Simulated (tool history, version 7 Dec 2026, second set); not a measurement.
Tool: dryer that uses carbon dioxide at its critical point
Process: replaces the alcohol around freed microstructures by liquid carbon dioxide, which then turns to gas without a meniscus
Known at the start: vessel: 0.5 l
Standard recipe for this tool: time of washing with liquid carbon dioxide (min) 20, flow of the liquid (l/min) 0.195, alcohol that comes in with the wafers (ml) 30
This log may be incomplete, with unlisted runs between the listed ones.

| run | hour | time of washing with liquid carbon dioxide (min) | flow of the liquid (l/min) | alcohol that comes in with the wafers (ml) | alcohol left in the vessel before it's heated (ppm by volume) |
|---|---|---|---|---|---|
| 1 | 0.0 | 20 | 0.195 | 30 | 67 |
| 2 | 10.0 | 20 | 0.129 | 30 | 604 |
| 3 | 19.0 | 22 | 0.195 | 30 | 36 |
| 4 | 31.6 | 15 | 0.195 | 30 | 347 |
| 5 | 39.7 | 15 | 0.195 | 30 | 342 |
| 6 | 51.0 | 15 | 0.195 | 30 | 349 |
| 7 | 57.7 | 15 | 0.195 | 30 | 344 |
| 8 | 63.4 | 15 | 0.195 | 30 | 342 |
| 9 | 68.7 | 15 | 0.195 | 30 | 355 |
| 10 | 76.5 | 15 | 0.195 | 30 | 357 |
| 11 | 86.9 | 20 | 0.195 | 30 | 80 |
| 12 | 97.0 | 20 | 0.195 | 30 | 81 |
| 13 | 103.4 | 20 | 0.195 | 30 | 80 |
| 14 | 111.1 | 20 | 0.195 | 30 | 82 |
| 15 | 119.1 | 20 | 0.153 | 30 | 294 |
| 16 | 125.8 | 20 | 0.195 | 94 | 209 |
| 17 | 135.6 | 17 | 0.142 | 90 | 2478 |
| 18 | 146.2 | 20 | 0.125 | 23 | 560 |
| 19 | 156.4 | 20 | 0.270 | 98 | 41 |
| 20 | 166.5 | 20 | 0.270 | 98 | 43 |
| 21 | 178.0 | 24 | 0.270 | 21 | 28 |
| 22 | 184.8 | 24 | 0.237 | 41 | 30 |
| 23 | 195.6 | 20 | 0.331 | 48 | 30 |
| 24 | 201.1 | 20 | 0.331 | 48 | 35 |
| 25 | 213.6 | 13 | 0.254 | 30 | 213 |
| 26 | 223.2 | 18 | 0.152 | 47 | 808 |
| 27 | 234.7 | 25 | 0.195 | 69 | 53 |
| 28 | 240.2 | 32 | 0.286 | 73 | 33 |

Consider 4 possible next runs. They are alternatives, not a sequence: every one starts from the tool as it was left by run 28. What does each give?
| A | 247.0 | 24 | 0.190 | 33 | ? |
| B | 247.0 | 20 | 0.195 | 31 | ? |
| C | 247.0 | 29 | 0.300 | 21 | ? |
| D | 247.0 | 13 | 0.314 | 89 | ? |

| run | alcohol left in the vessel before it's heated (ppm by volume) |
|---|---|
| A | 60 |
| B | 93 |
| C | 30 |
| D | 170 |
The same runs, with their run-to-run variation unchanged, on a tool lacking any hidden condition would have given:
| run | alcohol left in the vessel before it's heated (ppm by volume) |
|---|---|
| A | 29 |
| B | 50 |
| C | 7 |
| D | 100 |

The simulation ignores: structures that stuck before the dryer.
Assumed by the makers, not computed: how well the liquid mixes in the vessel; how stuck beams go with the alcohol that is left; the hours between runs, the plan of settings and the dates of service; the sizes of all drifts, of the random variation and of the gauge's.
